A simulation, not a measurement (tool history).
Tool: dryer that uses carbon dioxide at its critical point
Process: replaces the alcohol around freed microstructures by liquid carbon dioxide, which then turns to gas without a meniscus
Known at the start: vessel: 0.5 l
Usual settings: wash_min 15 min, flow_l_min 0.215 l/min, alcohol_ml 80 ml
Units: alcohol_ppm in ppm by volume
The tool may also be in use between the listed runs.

Run 1, day 0.000: usual settings. Result: alcohol_ppm 627 ppm by volume.
Run 2, day 0.500: usual settings. Result: alcohol_ppm 628 ppm by volume.
Run 3, day 0.912: usual settings but alcohol_ml 84 ml. Result: alcohol_ppm 696 ppm by volume.
Run 4, day 1.317: usual settings but alcohol_ml 84 ml. Result: alcohol_ppm 690 ppm by volume.
Run 5, day 1.638: usual settings but alcohol_ml 33 ml. Result: alcohol_ppm 342 ppm by volume.
Run 6, day 2.146: usual settings but alcohol_ml 21 ml. Result: alcohol_ppm 255 ppm by volume.
Run 7, day 2.525: usual settings but wash_min 11 min. Result: alcohol_ppm 2726 ppm by volume.
Run 8, day 2.912: usual settings but wash_min 11 min. Result: alcohol_ppm 2780 ppm by volume.
Run 9, day 3.129: usual settings but alcohol_ml 54 ml. Result: alcohol_ppm 490 ppm by volume.
Run 10, day 3.504: usual settings. Result: alcohol_ppm 722 ppm by volume.
Run 11, day 3.829: usual settings. Result: alcohol_ppm 696 ppm by volume.
Run 12, day 4.317: usual settings but wash_min 13 min, flow_l_min 0.193 l/min, alcohol_ml 29 ml. Result: alcohol_ppm 879 ppm by volume.
Run 13, day 4.575: usual settings but wash_min 10 min, alcohol_ml 115 ml. Result: alcohol_ppm 5928 ppm by volume.
Run 14, day 5.033: usual settings but wash_min 10 min, alcohol_ml 115 ml. Result: alcohol_ppm 5939 ppm by volume.
Run 15, day 5.338: usual settings but wash_min 11 min, flow_l_min 0.168 l/min, alcohol_ml 30 ml. Result: alcohol_ppm 2694 ppm by volume.
Run 16, day 5.729: usual settings but wash_min 10 min, flow_l_min 0.151 l/min, alcohol_ml 30 ml. Result: alcohol_ppm 4789 ppm by volume.
At day 6.167: inlet filter changed.
Run 17, day 6.167: usual settings but wash_min 10 min, flow_l_min 0.151 l/min, alcohol_ml 30 ml. Result: alcohol_ppm 4054 ppm by volume.
Run 18, day 6.438: usual settings but wash_min 10 min, flow_l_min 0.296 l/min, alcohol_ml 30 ml. Result: alcohol_ppm 379 ppm by volume.
Run 19, day 6.775: usual settings but wash_min 21 min, flow_l_min 0.154 l/min, alcohol_ml 68 ml. Result: alcohol_ppm 536 ppm by volume.
Run 20, day 7.138: usual settings but wash_min 21 min, flow_l_min 0.154 l/min, alcohol_ml 68 ml. Result: alcohol_ppm 533 ppm by volume.
Run 21, day 7.596: usual settings but wash_min 21 min, flow_l_min 0.154 l/min, alcohol_ml 68 ml. Result: alcohol_ppm 546 ppm by volume.

The same runs without the tool's hidden state, with the same run-to-run variation:
The hidden state here: flow that reaches the vessel past the clogged filter, %; alcohol in the recycled carbon dioxide, ppm; drift of the gauge itself on alcohol_ppm, %.
run  alcohol_ppm
  1          463
  2          455
  3          504
  4          488
  5          202
  6          130
  7         2207
  8         2227
  9          309
 10          475
 11          454
 12          619
 13         4750
 14         4713
 15         2145
 16         3994
 17         3915
 18          264
 19          409
 20          402
 21          405

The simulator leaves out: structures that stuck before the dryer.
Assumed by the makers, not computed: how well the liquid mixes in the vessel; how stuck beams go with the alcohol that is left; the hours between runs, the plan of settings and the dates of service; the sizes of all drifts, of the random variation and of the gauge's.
